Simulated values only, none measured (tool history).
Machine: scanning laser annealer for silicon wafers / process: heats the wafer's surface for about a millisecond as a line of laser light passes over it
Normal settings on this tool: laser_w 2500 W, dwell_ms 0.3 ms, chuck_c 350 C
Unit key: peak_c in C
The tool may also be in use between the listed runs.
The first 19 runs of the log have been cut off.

run,hour,laser_w,dwell_ms,chuck_c,peak_c
20,463.5,2557,0.234,331,993
21,494.7,2334,0.36,350,1088
22,527.8,2500,0.267,388,1077
23,550.4,2500,0.267,388,1074
24,574.2,2236,0.216,339,892
25,593.9,2728,0.216,319,1000
26,618.6,2610,0.334,319,1120
27,644.3,2610,0.334,319,1115
28,663.4,2500,0.281,334,1036
29,689,2500,0.281,334,1037
30,711.1,2500,0.281,334,1036
31,737.8,2145,0.283,334,929
32,771.6,2423,0.231,353,968

Branching from run 32: 3 alternative next runs. What would each branch give?
A,785.6,2390,0.238,357,?
B,785.6,2129,0.231,362,?
C,785.6,2442,0.27,340,?

run,peak_c
A,973
B,900
C,1006
With no hidden state in the tool, these same runs would have given:
run,peak_c
A,987
B,913
C,1022
